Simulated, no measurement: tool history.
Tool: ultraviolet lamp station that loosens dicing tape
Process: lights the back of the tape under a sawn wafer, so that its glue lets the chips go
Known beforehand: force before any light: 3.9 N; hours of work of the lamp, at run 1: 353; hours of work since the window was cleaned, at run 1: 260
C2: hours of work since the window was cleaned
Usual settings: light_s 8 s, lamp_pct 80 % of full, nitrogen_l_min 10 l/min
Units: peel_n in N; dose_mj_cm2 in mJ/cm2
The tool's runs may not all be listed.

{"run": 1, "hour": 0.0, "light_s": 8, "lamp_pct": 80, "nitrogen_l_min": 10, "hours of work of the lamp": 353, "C2": 260, "peel_n": 0.349, "dose_mj_cm2": 181}
{"run": 2, "hour": 42.1, "light_s": 8, "lamp_pct": 80, "nitrogen_l_min": 11, "hours of work of the lamp": 375, "C2": 282, "peel_n": 0.333, "dose_mj_cm2": 176}
{"run": 3, "hour": 63.1, "light_s": 8, "lamp_pct": 80, "nitrogen_l_min": 10, "hours of work of the lamp": 386, "C2": 293, "peel_n": 0.38, "dose_mj_cm2": 174}
{"run": 4, "hour": 100.4, "light_s": 8, "lamp_pct": 80, "nitrogen_l_min": 10, "hours of work of the lamp": 405, "C2": 312, "peel_n": 0.376, "dose_mj_cm2": 172}
{"run": 5, "hour": 138.1, "light_s": 8, "lamp_pct": 80, "nitrogen_l_min": 3, "hours of work of the lamp": 425, "C2": 332, "peel_n": 0.621, "dose_mj_cm2": 166}
{"run": 6, "hour": 166.2, "light_s": 8, "lamp_pct": 80, "nitrogen_l_min": 3, "hours of work of the lamp": 440, "C2": 347, "peel_n": 0.658, "dose_mj_cm2": 171}
{"run": 7, "hour": 207.1, "light_s": 8, "lamp_pct": 80, "nitrogen_l_min": 3, "hours of work of the lamp": 461, "C2": 368, "peel_n": 0.682, "dose_mj_cm2": 166}
{"run": 8, "hour": 250.6, "light_s": 8, "lamp_pct": 80, "nitrogen_l_min": 10, "hours of work of the lamp": 484, "C2": 391, "peel_n": 0.421, "dose_mj_cm2": 169}
{"hour": 254.9, "done": "window cleaned of glue's vapour"}
{"run": 9, "hour": 287.0, "light_s": 8, "lamp_pct": 80, "nitrogen_l_min": 3, "hours of work of the lamp": 503, "C2": 17, "peel_n": 0.746, "dose_mj_cm2": 160}
{"run": 10, "hour": 311.1, "light_s": 8, "lamp_pct": 80, "nitrogen_l_min": 3, "hours of work of the lamp": 515, "C2": 29, "peel_n": 0.725, "dose_mj_cm2": 160}
{"run": 11, "hour": 334.6, "light_s": 8, "lamp_pct": 80, "nitrogen_l_min": 4, "hours of work of the lamp": 528, "C2": 42, "peel_n": 0.649, "dose_mj_cm2": 155}
{"run": 12, "hour": 356.5, "light_s": 8, "lamp_pct": 80, "nitrogen_l_min": 4, "hours of work of the lamp": 539, "C2": 53, "peel_n": 0.653, "dose_mj_cm2": 155}
{"hour": 394.3, "done": "window cleaned of glue's vapour, once more"}
{"run": 13, "hour": 401.3, "light_s": 8, "lamp_pct": 80, "nitrogen_l_min": 4, "hours of work of the lamp": 562, "C2": 4, "peel_n": 0.554, "dose_mj_cm2": 168}
{"run": 14, "hour": 429.8, "light_s": 8, "lamp_pct": 80, "nitrogen_l_min": 14, "hours of work of the lamp": 577, "C2": 19, "peel_n": 0.344, "dose_mj_cm2": 169}
{"run": 15, "hour": 462.9, "light_s": 11, "lamp_pct": 63, "nitrogen_l_min": 5, "hours of work of the lamp": 595, "C2": 36, "peel_n": 0.458, "dose_mj_cm2": 180}
{"run": 16, "hour": 504.3, "light_s": 10, "lamp_pct": 62, "nitrogen_l_min": 6, "hours of work of the lamp": 616, "C2": 58, "peel_n": 0.527, "dose_mj_cm2": 159}
{"run": 17, "hour": 529.8, "light_s": 10, "lamp_pct": 62, "nitrogen_l_min": 6, "hours of work of the lamp": 630, "C2": 71, "peel_n": 0.541, "dose_mj_cm2": 162}
{"run": 18, "hour": 567.5, "light_s": 10, "lamp_pct": 62, "nitrogen_l_min": 6, "hours of work of the lamp": 650, "C2": 91, "peel_n": 0.534, "dose_mj_cm2": 155}
{"run": 19, "hour": 591.6, "light_s": 10, "lamp_pct": 81, "nitrogen_l_min": 10, "hours of work of the lamp": 662, "C2": 103, "peel_n": 0.284, "dose_mj_cm2": 205}
{"run": 20, "hour": 618.9, "light_s": 12, "lamp_pct": 80, "nitrogen_l_min": 6, "hours of work of the lamp": 677, "C2": 118, "peel_n": 0.262, "dose_mj_cm2": 241}
{"run": 21, "hour": 649.3, "light_s": 12, "lamp_pct": 80, "nitrogen_l_min": 6, "hours of work of the lamp": 692, "C2": 134, "peel_n": 0.257, "dose_mj_cm2": 240}
{"run": 22, "hour": 670.0, "light_s": 5, "lamp_pct": 86, "nitrogen_l_min": 10, "hours of work of the lamp": 703, "C2": 145, "peel_n": 0.829, "dose_mj_cm2": 106}
{"run": 23, "hour": 711.9, "light_s": 4, "lamp_pct": 80, "nitrogen_l_min": 10, "hours of work of the lamp": 725, "C2": 167, "peel_n": 1.23, "dose_mj_cm2": 75}
{"run": 24, "hour": 733.5, "light_s": 13, "lamp_pct": 67, "nitrogen_l_min": 18, "hours of work of the lamp": 737, "C2": 178, "peel_n": 0.224, "dose_mj_cm2": 211}
{"run": 25, "hour": 776.2, "light_s": 9, "lamp_pct": 95, "nitrogen_l_min": 3, "hours of work of the lamp": 759, "C2": 200, "peel_n": 0.476, "dose_mj_cm2": 204}
{"run": 26, "hour": 800.2, "light_s": 9, "lamp_pct": 65, "nitrogen_l_min": 5, "hours of work of the lamp": 772, "C2": 213, "peel_n": 0.709, "dose_mj_cm2": 137}
{"run": 27, "hour": 822.5, "light_s": 6, "lamp_pct": 65, "nitrogen_l_min": 15, "hours of work of the lamp": 783, "C2": 225, "peel_n": 0.896, "dose_mj_cm2": 92}
{"run": 28, "hour": 845.3, "light_s": 6, "lamp_pct": 65, "nitrogen_l_min": 15, "hours of work of the lamp": 795, "C2": 237, "peel_n": 0.899, "dose_mj_cm2": 93}

Branching from run 28: 5 alternative next runs. What would each branch give?
{"run": "A", "hour": 863.7, "light_s": 6, "lamp_pct": 97, "nitrogen_l_min": 8, "hours of work of the lamp": 805, "C2": 246, "peel_n": "?", "dose_mj_cm2": "?"}
{"run": "B", "hour": 863.7, "light_s": 6, "lamp_pct": 65, "nitrogen_l_min": 9, "hours of work of the lamp": 805, "C2": 246, "peel_n": "?", "dose_mj_cm2": "?"}
{"run": "C", "hour": 863.7, "light_s": 16, "lamp_pct": 64, "nitrogen_l_min": 7, "hours of work of the lamp": 805, "C2": 246, "peel_n": "?", "dose_mj_cm2": "?"}
{"run": "D", "hour": 863.7, "light_s": 6, "lamp_pct": 65, "nitrogen_l_min": 5, "hours of work of the lamp": 805, "C2": 246, "peel_n": "?", "dose_mj_cm2": "?"}
{"run": "E", "hour": 863.7, "light_s": 6, "lamp_pct": 85, "nitrogen_l_min": 13, "hours of work of the lamp": 805, "C2": 246, "peel_n": "?", "dose_mj_cm2": "?"}

run=A peel_n=0.601 dose_mj_cm2=133
run=B peel_n=1.063 dose_mj_cm2=89
run=C peel_n=0.254 dose_mj_cm2=236
run=D peel_n=1.248 dose_mj_cm2=90
run=E peel_n=0.649 dose_mj_cm2=119
Take away the tool's hidden state, keep each run's random variation, and the runs would have read:
run=A peel_n=0.323 dose_mj_cm2=191
run=B peel_n=0.636 dose_mj_cm2=129
run=C peel_n=0.166 dose_mj_cm2=340
run=D peel_n=0.784 dose_mj_cm2=130
run=E peel_n=0.35 dose_mj_cm2=170
